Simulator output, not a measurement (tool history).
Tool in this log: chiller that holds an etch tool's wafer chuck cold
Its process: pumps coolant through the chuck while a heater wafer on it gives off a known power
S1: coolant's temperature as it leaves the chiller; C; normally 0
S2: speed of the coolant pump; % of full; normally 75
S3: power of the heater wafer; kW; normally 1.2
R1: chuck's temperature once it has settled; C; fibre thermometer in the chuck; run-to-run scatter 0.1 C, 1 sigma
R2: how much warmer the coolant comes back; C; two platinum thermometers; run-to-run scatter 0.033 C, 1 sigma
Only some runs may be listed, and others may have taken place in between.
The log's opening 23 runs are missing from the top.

run   hour  S1  S2     S3    R1    R2
 24  616.9  -9  75  0.612  -2.7  2.18
 25  654.5   5  75    1.2  16.9  4.29
 26  685.8   5  75    1.2  16.9  4.34
     705.7  -- chiller's thermometer calibrated, once more
 27  705.7   5  75    1.2  16.6  4.37
 28    738   4  61  1.209  18.1   5.4
 29  757.7   0  87  0.743   6.3  2.29
 30  792.5  -7  70  1.678  10.1  6.45
 31  819.2  -4  66  1.781  14.9  7.37
 32  843.2  -2  78  1.683  13.7  5.82
 33  873.9   0  85    1.2  10.3  3.78

Below are 3 alternative next runs, each starting from the tool's condition after run 33. Predict each:
  A   900   7  61  0.883   ?   ?
  B   900   0  85  1.292   ?   ?
  C   900   5  94  0.695   ?   ?

run    R1    R2
  A  17.1  3.94
  B  11.3  4.07
  C  10.4  1.98
With the hidden condition removed and each run's random variation left untouched, the same runs would have given:
run    R1    R2
  A  15.8  3.87
  B   9.8  3.99
  C   9.7  1.94
